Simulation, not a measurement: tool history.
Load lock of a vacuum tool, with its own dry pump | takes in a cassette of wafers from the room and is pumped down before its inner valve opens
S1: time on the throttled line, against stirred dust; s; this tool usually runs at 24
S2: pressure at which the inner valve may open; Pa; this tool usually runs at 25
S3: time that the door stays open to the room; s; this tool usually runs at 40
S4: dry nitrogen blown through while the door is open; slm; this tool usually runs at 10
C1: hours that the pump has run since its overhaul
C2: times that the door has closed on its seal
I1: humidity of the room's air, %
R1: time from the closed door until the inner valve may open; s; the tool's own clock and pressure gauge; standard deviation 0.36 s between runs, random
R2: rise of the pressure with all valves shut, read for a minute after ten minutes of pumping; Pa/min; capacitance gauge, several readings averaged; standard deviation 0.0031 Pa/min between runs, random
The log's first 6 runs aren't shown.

{"run": 7, "hour": 976.7, "S1": 24, "S2": 25, "S3": 82, "S4": 10, "C1": 11128, "C2": 13500, "I1": 44.7, "R1": 44.2, "R2": 0.242}
{"run": 8, "hour": 1204.3, "S1": 24, "S2": 25, "S3": 82, "S4": 10, "C1": 11355, "C2": 13802, "I1": 47.5, "R1": 43.3, "R2": 0.252}
{"run": 9, "hour": 1334.9, "S1": 24, "S2": 25, "S3": 82, "S4": 10, "C1": 11486, "C2": 13974, "I1": 45.0, "R1": 43.3, "R2": 0.248}
{"run": 10, "hour": 1477.1, "S1": 24, "S2": 25, "S3": 135, "S4": 10, "C1": 11628, "C2": 14163, "I1": 46.7, "R1": 44.0, "R2": 0.297}
{"run": 11, "hour": 1649.0, "S1": 24, "S2": 25, "S3": 135, "S4": 10, "C1": 11800, "C2": 14390, "I1": 44.4, "R1": 44.2, "R2": 0.282}
{"run": 12, "hour": 1818.1, "S1": 24, "S2": 25, "S3": 63, "S4": 10, "C1": 11969, "C2": 14614, "I1": 45.8, "R1": 43.7, "R2": 0.247}
{"run": 13, "hour": 1919.3, "S1": 24, "S2": 25, "S3": 63, "S4": 10, "C1": 12070, "C2": 14748, "I1": 45.2, "R1": 43.6, "R2": 0.252}
{"run": 14, "hour": 2113.8, "S1": 24, "S2": 25, "S3": 63, "S4": 10, "C1": 12265, "C2": 15005, "I1": 48.3, "R1": 44.3, "R2": 0.262}
{"run": 15, "hour": 2350.2, "S1": 24, "S2": 25, "S3": 63, "S4": 10, "C1": 12501, "C2": 15318, "I1": 41.9, "R1": 44.2, "R2": 0.258}
{"hour": 2544.6, "done": "dry pump taken out, an overhauled one fitted"}
{"run": 16, "hour": 2548.7, "S1": 24, "S2": 25, "S3": 63, "S4": 10, "C1": 4, "C2": 15573, "I1": 45.1, "R1": 40.2, "R2": 0.269}
{"run": 17, "hour": 2765.1, "S1": 24, "S2": 25, "S3": 40, "S4": 10, "C1": 220, "C2": 15860, "I1": 44.0, "R1": 40.6, "R2": 0.259}
{"run": 18, "hour": 2981.0, "S1": 24, "S2": 25, "S3": 40, "S4": 10, "C1": 436, "C2": 16146, "I1": 42.1, "R1": 41.5, "R2": 0.254}
{"run": 19, "hour": 3158.9, "S1": 24, "S2": 25, "S3": 118, "S4": 8, "C1": 614, "C2": 16381, "I1": 42.7, "R1": 41.0, "R2": 0.318}
{"run": 20, "hour": 3267.8, "S1": 48, "S2": 25, "S3": 26, "S4": 8, "C1": 723, "C2": 16525, "I1": 46.6, "R1": 60.1, "R2": 0.252}
{"run": 21, "hour": 3495.8, "S1": 24, "S2": 19, "S3": 68, "S4": 10, "C1": 951, "C2": 16827, "I1": 47.9, "R1": 41.6, "R2": 0.294}
{"run": 22, "hour": 3607.7, "S1": 27, "S2": 20, "S3": 38, "S4": 9, "C1": 1063, "C2": 16975, "I1": 43.0, "R1": 43.6, "R2": 0.274}
{"run": 23, "hour": 3708.1, "S1": 33, "S2": 25, "S3": 50, "S4": 19, "C1": 1163, "C2": 17108, "I1": 45.7, "R1": 48.8, "R2": 0.275}
{"run": 24, "hour": 3924.4, "S1": 33, "S2": 25, "S3": 50, "S4": 19, "C1": 1380, "C2": 17395, "I1": 41.8, "R1": 48.4, "R2": 0.272}

Run 25, settings as shown, results not yet in. Your forecast:
{"run": 25, "hour": 4131.9, "S1": 20, "S2": 25, "S3": 40, "S4": 10, "C1": 1587, "C2": 17669, "I1": 44.6, "R1": "?", "R2": "?"}

{"run 25": {"R1": 38.1, "R2": 0.292}}
The same run, on a tool lacking any hidden state, would have yielded R1 37.7 s, R2 0.064 Pa/min.
